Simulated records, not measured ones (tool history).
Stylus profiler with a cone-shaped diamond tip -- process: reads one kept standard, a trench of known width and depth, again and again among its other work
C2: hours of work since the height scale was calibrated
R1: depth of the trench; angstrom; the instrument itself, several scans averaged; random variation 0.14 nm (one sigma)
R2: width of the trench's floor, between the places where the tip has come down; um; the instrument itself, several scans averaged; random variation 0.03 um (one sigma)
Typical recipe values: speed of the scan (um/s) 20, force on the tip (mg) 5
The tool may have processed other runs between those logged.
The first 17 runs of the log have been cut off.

Run 18, hour 986.8: usual settings but speed of the scan (um/s) 23; scans with this tip 8168; C2 613. Result: R1 5078.4 angstrom, R2 15.53 um.
Run 19, hour 1030.7: usual settings but speed of the scan (um/s) 23, force on the tip (mg) 2.04; scans with this tip 8461; C2 635. Result: R1 5044.2 angstrom, R2 15.47 um.
Run 20, hour 1112.4: usual settings; scans with this tip 9007; C2 676. Result: R1 5080.5 angstrom, R2 15.57 um.
Run 21, hour 1149.2: usual settings but speed of the scan (um/s) 75, force on the tip (mg) 11.73; scans with this tip 9253; C2 694. Result: R1 5140.3 angstrom, R2 15.5 um.
Run 22, hour 1224: usual settings but speed of the scan (um/s) 75, force on the tip (mg) 11.73; scans with this tip 9753; C2 732. Result: R1 5140.5 angstrom, R2 15.49 um.
Run 23, hour 1309.3: usual settings but speed of the scan (um/s) 44, force on the tip (mg) 2.18; scans with this tip 10322; C2 774. Result: R1 5045.3 angstrom, R2 15.41 um.
Run 24, hour 1391: usual settings but speed of the scan (um/s) 19, force on the tip (mg) 11.82; scans with this tip 10868; C2 815. Result: R1 5142.5 angstrom, R2 15.63 um.
Run 25, hour 1443.3: usual settings but speed of the scan (um/s) 8, force on the tip (mg) 2.24; scans with this tip 11218; C2 841. Result: R1 5045 angstrom, R2 15.57 um.
Run 26, hour 1508.8: usual settings but speed of the scan (um/s) 8, force on the tip (mg) 2.24; scans with this tip 11655; C2 874. Result: R1 5047.6 angstrom, R2 15.55 um.
Run 27, hour 1553.5: usual settings but speed of the scan (um/s) 9, force on the tip (mg) 7.52; scans with this tip 11954; C2 897. Result: R1 5105.9 angstrom, R2 15.6 um.
Run 28, hour 1607.2: usual settings but speed of the scan (um/s) 9, force on the tip (mg) 7.52; scans with this tip 12312; C2 924. Result: R1 5105.7 angstrom, R2 15.56 um.
Run 29, hour 1673.2: usual settings but speed of the scan (um/s) 9, force on the tip (mg) 7.52; scans with this tip 12753; C2 957. Result: R1 5104.3 angstrom, R2 15.55 um.
Run 30, hour 1712.1: usual settings but speed of the scan (um/s) 23, force on the tip (mg) 2.35; scans with this tip 13013; C2 976. Result: R1 5046.5 angstrom, R2 15.48 um.
Run 31, hour 1755.5: usual settings but speed of the scan (um/s) 7, force on the tip (mg) 6.14; scans with this tip 13303; C2 998. Result: R1 5089.4 angstrom, R2 15.6 um.
Run 32, hour 1800.3: usual settings but speed of the scan (um/s) 40, force on the tip (mg) 2.2; scans with this tip 13603; C2 1020. Result: R1 5044.4 angstrom, R2 15.37 um.
Run 33, hour 1862.6: usual settings but speed of the scan (um/s) 35, force on the tip (mg) 2.45; scans with this tip 14018; C2 1051. Result: R1 5048.4 angstrom, R2 15.48 um.
Run 34, hour 1943.5: usual settings but speed of the scan (um/s) 6; scans with this tip 14559; C2 1092. Result: R1 5076.9 angstrom, R2 15.59 um.
Run 35, hour 2021.3: usual settings but speed of the scan (um/s) 18, force on the tip (mg) 6.57; scans with this tip 15078; C2 1131. Result: R1 5095.2 angstrom, R2 15.59 um.
Run 36, hour 2091.1: usual settings but speed of the scan (um/s) 12, force on the tip (mg) 13.22; scans with this tip 15545; C2 1166. Result: R1 5153 angstrom, R2 15.59 um.
Run 37, hour 2129.8: usual settings but speed of the scan (um/s) 26, force on the tip (mg) 10.08; scans with this tip 15803; C2 1185. Result: R1 5125.5 angstrom, R2 15.52 um.
Run 38, hour 2173: usual settings but speed of the scan (um/s) 26, force on the tip (mg) 10.08; scans with this tip 16092; C2 1207. Result: R1 5128.1 angstrom, R2 15.52 um.
Run 39, hour 2258: usual settings but speed of the scan (um/s) 26, force on the tip (mg) 10.08; scans with this tip 16660; C2 1250. Result: R1 5126.9 angstrom, R2 15.55 um.

Here are 5 independent what-if runs from the current tool condition. What would each one return?
Run A, hour 2310.8: usual settings but speed of the scan (um/s) 72, force on the tip (mg) 6.44; scans with this tip 17012; C2 1276. Result: R1 ?, R2 ?.
Run B, hour 2310.8: usual settings but speed of the scan (um/s) 26, force on the tip (mg) 12.52; scans with this tip 17012; C2 1276. Result: R1 ?, R2 ?.
Run C, hour 2310.8: usual settings but speed of the scan (um/s) 6, force on the tip (mg) 3.36; scans with this tip 17012; C2 1276. Result: R1 ?, R2 ?.
Run D, hour 2310.8: usual settings but speed of the scan (um/s) 39, force on the tip (mg) 10.08; scans with this tip 17012; C2 1276. Result: R1 ?, R2 ?.
Run E, hour 2310.8: usual settings but speed of the scan (um/s) 6, force on the tip (mg) 3.08; scans with this tip 17012; C2 1276. Result: R1 ?, R2 ?.

run      R1     R2
  A    5097  15.42
  B  5147.1  15.57
  C    5062  15.63
  D  5128.6  15.53
  E  5060.2  15.63
Take away the tool's hidden state, keep each run's random variation, and the runs would have read:
run      R1     R2
  A  5097.2  15.44
  B  5147.2  15.58
  C  5062.2  15.64
  D  5128.7  15.54
  E  5060.4  15.64
